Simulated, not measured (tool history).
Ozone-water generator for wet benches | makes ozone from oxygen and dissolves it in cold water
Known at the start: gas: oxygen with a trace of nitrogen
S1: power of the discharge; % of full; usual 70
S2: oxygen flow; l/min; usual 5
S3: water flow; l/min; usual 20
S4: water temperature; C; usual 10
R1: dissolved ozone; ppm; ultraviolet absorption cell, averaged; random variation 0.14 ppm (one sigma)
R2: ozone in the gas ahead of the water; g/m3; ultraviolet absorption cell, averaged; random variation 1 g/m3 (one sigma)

{"run": 1, "hour": 0.0, "S1": 70, "S2": 5, "S3": 20, "S4": 10, "R1": 14, "R2": 173.3}
{"run": 2, "hour": 52.8, "S1": 70, "S2": 5, "S3": 20, "S4": 10, "R1": 14.1, "R2": 171.9}
{"run": 3, "hour": 81.2, "S1": 47, "S2": 5, "S3": 20, "S4": 10, "R1": 10.2, "R2": 126.8}
{"run": 4, "hour": 126.4, "S1": 91, "S2": 5, "S3": 20, "S4": 10, "R1": 17.2, "R2": 213.6}
{"run": 5, "hour": 172.3, "S1": 91, "S2": 5, "S3": 20, "S4": 10, "R1": 17.5, "R2": 211.9}
{"run": 6, "hour": 226.1, "S1": 70, "S2": 5, "S3": 20, "S4": 10, "R1": 14, "R2": 173.6}
{"run": 7, "hour": 264.8, "S1": 70, "S2": 5, "S3": 20, "S4": 10, "R1": 13.9, "R2": 173.2}
{"run": 8, "hour": 288.8, "S1": 70, "S2": 5, "S3": 20, "S4": 10, "R1": 14, "R2": 173.8}
{"run": 9, "hour": 340.9, "S1": 70, "S2": 5, "S3": 20, "S4": 10, "R1": 13.9, "R2": 173}
{"run": 10, "hour": 366.5, "S1": 70, "S2": 7.71, "S3": 20, "S4": 10, "R1": 14.8, "R2": 143.6}
{"run": 11, "hour": 399.1, "S1": 70, "S2": 5, "S3": 20, "S4": 10, "R1": 13.7, "R2": 173.6}
{"run": 12, "hour": 427.6, "S1": 70, "S2": 2.6, "S3": 20, "S4": 10, "R1": 11.7, "R2": 226.4}
{"run": 13, "hour": 474.2, "S1": 70, "S2": 2.6, "S3": 20, "S4": 10, "R1": 11.6, "R2": 229.1}
{"run": 14, "hour": 500.4, "S1": 81, "S2": 5, "S3": 20, "S4": 10, "R1": 15.6, "R2": 196.4}
{"run": 15, "hour": 544.4, "S1": 81, "S2": 5, "S3": 20, "S4": 10, "R1": 15.7, "R2": 194.7}
{"run": 16, "hour": 573.3, "S1": 81, "S2": 5, "S3": 20, "S4": 10, "R1": 15.7, "R2": 195.4}
{"run": 17, "hour": 606.6, "S1": 81, "S2": 5, "S3": 20, "S4": 10, "R1": 15.7, "R2": 195.5}
{"run": 18, "hour": 648.7, "S1": 40, "S2": 3.97, "S3": 31, "S4": 10, "R1": 5.2, "R2": 122.3}
{"run": 19, "hour": 681.3, "S1": 76, "S2": 3.97, "S3": 15, "S4": 10, "R1": 18.6, "R2": 201.9}
{"run": 20, "hour": 715.0, "S1": 95, "S2": 5.21, "S3": 17, "S4": 7, "R1": 21.6, "R2": 215.6}
{"run": 21, "hour": 747.8, "S1": 95, "S2": 5.21, "S3": 17, "S4": 7, "R1": 21.6, "R2": 215.9}
{"run": 22, "hour": 799.4, "S1": 95, "S2": 5.21, "S3": 17, "S4": 7, "R1": 21.4, "R2": 215.2}
{"run": 23, "hour": 823.7, "S1": 70, "S2": 3.69, "S3": 20, "S4": 14, "R1": 12.4, "R2": 195.7}
{"run": 24, "hour": 868.3, "S1": 91, "S2": 3.69, "S3": 20, "S4": 14, "R1": 15.2, "R2": 238}
{"run": 25, "hour": 890.8, "S1": 70, "S2": 3.84, "S3": 20, "S4": 10, "R1": 13.2, "R2": 192}
{"run": 26, "hour": 930.4, "S1": 70, "S2": 3.84, "S3": 20, "S4": 10, "R1": 13.1, "R2": 192.2}
{"run": 27, "hour": 984.9, "S1": 70, "S2": 3.84, "S3": 20, "S4": 10, "R1": 13.7, "R2": 192}
{"run": 28, "hour": 1034.2, "S1": 70, "S2": 3.84, "S3": 20, "S4": 10, "R1": 13.8, "R2": 190.3}
{"run": 29, "hour": 1075.9, "S1": 47, "S2": 4.22, "S3": 32, "S4": 9, "R1": 6.4, "R2": 134.4}
{"run": 30, "hour": 1127.6, "S1": 87, "S2": 6.03, "S3": 32, "S4": 9, "R1": 11.5, "R2": 192.3}
{"run": 31, "hour": 1183.1, "S1": 70, "S2": 6.03, "S3": 27, "S4": 9, "R1": 11.5, "R2": 156.5}
{"run": 32, "hour": 1227.2, "S1": 71, "S2": 2.55, "S3": 20, "S4": 16, "R1": 11.7, "R2": 230.2}
{"run": 33, "hour": 1280.8, "S1": 71, "S2": 2.55, "S3": 20, "S4": 8, "R1": 12.4, "R2": 229.5}

Taken out of this log: 1 entry between the listed runs. Where each belongs, and how the hidden state differs across it:
Between runs 26 and 27: contactor cleaned (hour 949)
  yield of the discharge, % of new electrodes': 97.2 -> 97.1; contactor's efficiency, % of a clean one's: 90.4 -> 100
  measured less the result without the state, R1: -1.3 -> -0.5 ppm; R2: -5.5 -> -5.7 g/m3
